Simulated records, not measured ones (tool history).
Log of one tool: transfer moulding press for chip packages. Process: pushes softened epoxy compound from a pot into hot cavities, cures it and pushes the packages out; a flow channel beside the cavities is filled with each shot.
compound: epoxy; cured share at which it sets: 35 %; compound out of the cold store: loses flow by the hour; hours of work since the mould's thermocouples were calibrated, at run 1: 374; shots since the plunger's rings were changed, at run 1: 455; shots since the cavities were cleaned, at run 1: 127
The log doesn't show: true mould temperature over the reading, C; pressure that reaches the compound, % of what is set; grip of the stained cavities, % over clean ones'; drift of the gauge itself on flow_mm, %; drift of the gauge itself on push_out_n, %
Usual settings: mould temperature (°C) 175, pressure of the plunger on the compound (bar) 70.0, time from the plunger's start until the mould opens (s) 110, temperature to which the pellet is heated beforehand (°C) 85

run,hour,mould temperature (°C),pressure of the plunger on the compound (bar),time from the plunger's start until the mould opens (s),temperature to which the pellet is heated beforehand (°C),hours of work since the mould's thermocouples were calibrated,shots since the plunger's rings were changed,shots since the cavities were cleaned,incoming compound's hours out of the cold store,length that the compound runs in the flow channel (mm),greatest force on the pins that push the packages out (N)
1,0.0,175,70.0,110,85,374,455,127,16.0,647,590
2,33.6,175,70.0,110,85,399,867,539,34.4,600,736
# hour 46.9: cavities cleaned with cleaning compound and waxed
3,66.0,175,70.0,110,85,422,1246,234,21.1,634,600
4,99.6,175,70.0,110,85,446,1657,645,42.5,576,743
# hour 106.9: cavities cleaned with cleaning compound and waxed
5,148.2,175,70.0,110,85,481,2235,506,31.3,599,717
# hour 168.1: cavities cleaned with cleaning compound and waxed
6,184.9,172,70.0,110,85,507,2665,206,47.3,568,629
# hour 224.7: cavities cleaned with cleaning compound and waxed
7,225.0,175,70.0,106,85,536,3139,4,28.7,603,505
8,272.8,175,70.0,106,85,571,3724,589,15.5,635,736
# hour 280.2: cavities cleaned with cleaning compound and waxed
# hour 311.5: mould's thermocouples calibrated
# hour 338.7: cavities cleaned with cleaning compound and waxed
9,343.8,175,70.0,129,85,23,4533,62,28.5,594,484
10,377.9,175,70.0,129,85,48,4951,480,24.9,601,645
# hour 395.1: plunger's sealing rings changed
# hour 396.6: cavities cleaned with cleaning compound and waxed
11,410.8,175,70.0,110,85,69,173,173,9.8,664,602
12,448.3,175,70.0,110,85,97,633,633,17.5,640,730
# hour 453.8: cavities cleaned with cleaning compound and waxed
13,501.5,175,70.0,110,85,136,1267,585,13.9,649,718
# hour 508.8: cavities cleaned with cleaning compound and waxed
14,554.7,175,70.0,110,82,174,1900,563,30.4,603,715
# hour 566.5: cavities cleaned with cleaning compound and waxed
15,602.9,173,84.4,141,82,208,2472,446,24.4,680,626
# hour 623.8: cavities cleaned with cleaning compound and waxed
16,656.4,179,68.5,104,85,247,3109,399,18.4,610,645
# hour 678.7: cavities cleaned with cleaning compound and waxed
17,719.7,176,70.0,110,94,293,3866,501,26.5,600,699
# hour 735.3: cavities cleaned with cleaning compound and waxed
18,775.9,177,75.4,97,85,333,4537,498,22.3,629,743
# hour 792.2: cavities cleaned with cleaning compound and waxed
19,807.9,175,86.6,110,76,356,4911,193,36.0,643,608
# hour 823.0: plunger's sealing rings changed
# hour 852.7: cavities cleaned with cleaning compound and waxed
20,872.3,175,63.4,110,90,401,585,240,39.7,561,587
21,899.8,168,69.1,110,91,421,923,578,31.4,621,951
# hour 910.1: cavities cleaned with cleaning compound and waxed
22,955.5,168,72.5,146,91,461,1586,555,22.9,656,711
# hour 968.5: cavities cleaned with cleaning compound and waxed
23,1020.6,173,64.8,117,80,508,2366,639,21.7,609,767
# hour 1025.8: cavities cleaned with cleaning compound and waxed
24,1065.6,173,64.8,117,80,540,2899,488,17.2,611,709
# hour 1083.8: cavities cleaned with cleaning compound and waxed
25,1132.3,172,70.0,110,85,589,3698,595,17.5,638,808
# hour 1139.9: cavities cleaned with cleaning compound and waxed
# hour 1151.3: mould's thermocouples calibrated
# hour 1201.7: cavities cleaned with cleaning compound and waxed
26,1201.7,172,70.0,110,85,36,4487,0,24.9,614,505

Forecast each of these 3 alternatives for the next run:
# hour 1253.2: plunger's sealing rings changed
A,1254.6,171,70.0,138,86,74,18,618,16.5,?,?
# hour 1253.2: plunger's sealing rings changed
B,1254.6,175,70.0,110,90,74,18,618,30.9,?,?
# hour 1253.2: plunger's sealing rings changed
C,1254.6,172,70.0,110,89,74,18,618,23.5,?,?

run,length that the compound runs in the flow channel (mm),greatest force on the pins that push the packages out (N)
A,654,704
B,609,705
C,636,792
Without the tool's hidden state the same runs would have given:
run,length that the compound runs in the flow channel (mm),greatest force on the pins that push the packages out (N)
A,656,439
B,610,442
C,638,500
